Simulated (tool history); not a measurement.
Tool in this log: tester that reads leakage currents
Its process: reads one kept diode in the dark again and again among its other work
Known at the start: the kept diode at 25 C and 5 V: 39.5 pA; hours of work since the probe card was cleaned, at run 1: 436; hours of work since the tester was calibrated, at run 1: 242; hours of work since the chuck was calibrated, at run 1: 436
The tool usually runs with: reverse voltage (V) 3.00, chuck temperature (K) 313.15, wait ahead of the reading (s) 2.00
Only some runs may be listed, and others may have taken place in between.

run   hour  reverse voltage (V)  chuck temperature (K)  wait ahead of the reading (s)  hours of work since the probe card was cleaned  hours of work since the tester was calibrated  hours of work since the chuck was calibrated  current that the tester gives (pA)
  1    0.0                 3.00                 313.15                           2.00                                             436                                            242                                           436                              118.67
  2   25.4                 3.00                 313.15                           2.00                                             450                                            257                                           450                              119.67
  3   46.7                 3.00                 313.15                           2.00                                             462                                            269                                           462                              119.84
  4   92.4                 3.00                 313.15                           2.00                                             488                                            294                                           488                              120.13
      98.1  -- probe card cleaned and baked
  5  117.1                 3.00                 313.15                           2.00                                              11                                            307                                           500                              120.43
  6  158.9                 3.00                 313.15                           3.04                                              34                                            330                                           524                              120.20
     177.4  -- probe card cleaned and baked, once more
  7  192.3                 3.00                 313.15                           3.04                                               8                                            347                                           541                              118.62
  8  240.1                 3.00                 313.15                           1.30                                              35                                            374                                           568                              119.72
  9  268.0                 3.00                 313.15                           1.30                                              51                                            390                                           584                              118.95
 10  318.5                 3.00                 313.15                           1.30                                              80                                            419                                           613                              119.86

Each row is a separate what-if for the run after 10, all from the same tool condition, not one after another. Results?
  A  363.4                 1.16                 298.15                           1.39                                             105                                            444                                           638                                   ?
  B  363.4                11.75                 300.15                           2.60                                             105                                            444                                           638                                   ?
  C  363.4                 3.00                 323.15                           1.30                                             105                                            444                                           638                                   ?

run  current that the tester gives (pA)
  A                               24.47
  B                               69.07
  C                              258.77
Had the tool no hidden state, the same runs would have come out as:
run  current that the tester gives (pA)
  A                               23.57
  B                               65.77
  C                              251.16
